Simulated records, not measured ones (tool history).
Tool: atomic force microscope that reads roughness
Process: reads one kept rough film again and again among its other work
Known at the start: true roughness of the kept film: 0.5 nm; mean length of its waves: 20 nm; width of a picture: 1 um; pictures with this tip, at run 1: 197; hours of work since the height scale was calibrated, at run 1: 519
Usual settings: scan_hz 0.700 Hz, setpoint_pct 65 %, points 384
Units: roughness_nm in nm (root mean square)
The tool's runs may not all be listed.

run,hour,scan_hz,setpoint_pct,points,pictures with this tip,hours of work since the height scale was calibrated,roughness_nm
1,0.0,0.700,65,384,197,519,0.425
2,18.5,0.700,65,384,211,528,0.425
3,42.7,0.700,64,384,228,539,0.420
4,59.6,0.700,64,384,240,546,0.414
5,74.4,0.700,64,384,251,553,0.417
6,88.9,0.700,64,384,261,560,0.416
7,102.6,0.700,64,384,271,566,0.416
8,116.0,0.700,64,384,281,572,0.414
9,133.0,0.700,64,384,293,579,0.410
10,152.5,0.700,64,384,307,588,0.411
# hour 172.6: new tip fitted
11,179.7,0.700,65,384,5,600,0.461
12,193.8,0.700,65,409,16,607,0.459
13,214.4,0.700,65,409,30,616,0.454
14,239.2,0.700,65,409,48,627,0.453
15,266.1,0.700,65,498,68,639,0.452
16,287.8,0.700,63,339,83,649,0.444
17,308.0,0.806,65,384,98,658,0.442
18,337.7,0.700,62,384,119,671,0.440
19,357.9,1.746,62,384,134,681,0.430
20,386.3,0.756,78,384,154,693,0.419
21,404.3,0.756,78,384,167,701,0.415
22,430.0,1.570,77,541,186,713,0.403
23,451.4,0.636,64,1021,201,723,0.434
24,470.9,1.439,65,575,215,731,0.421
25,485.8,0.650,65,575,226,738,0.427
26,516.9,3.177,87,384,249,752,0.321
27,536.8,3.177,87,384,263,761,0.322
28,557.4,3.177,87,384,278,770,0.314
29,571.6,0.585,65,384,288,777,0.412
30,589.1,0.585,65,384,301,785,0.411

How the hidden state differs across the entries between the runs, from the last listed run before each to the first after it:
Between runs 10 and 11: new tip fitted (hour 172.6)
  radius of the tip, nm: 37.1 -> 10.9; height scale over the true one, %: 0.51 -> 0.53
  measured less the result without the state, roughness_nm: -0.050 -> +0.000 nm (root mean square)
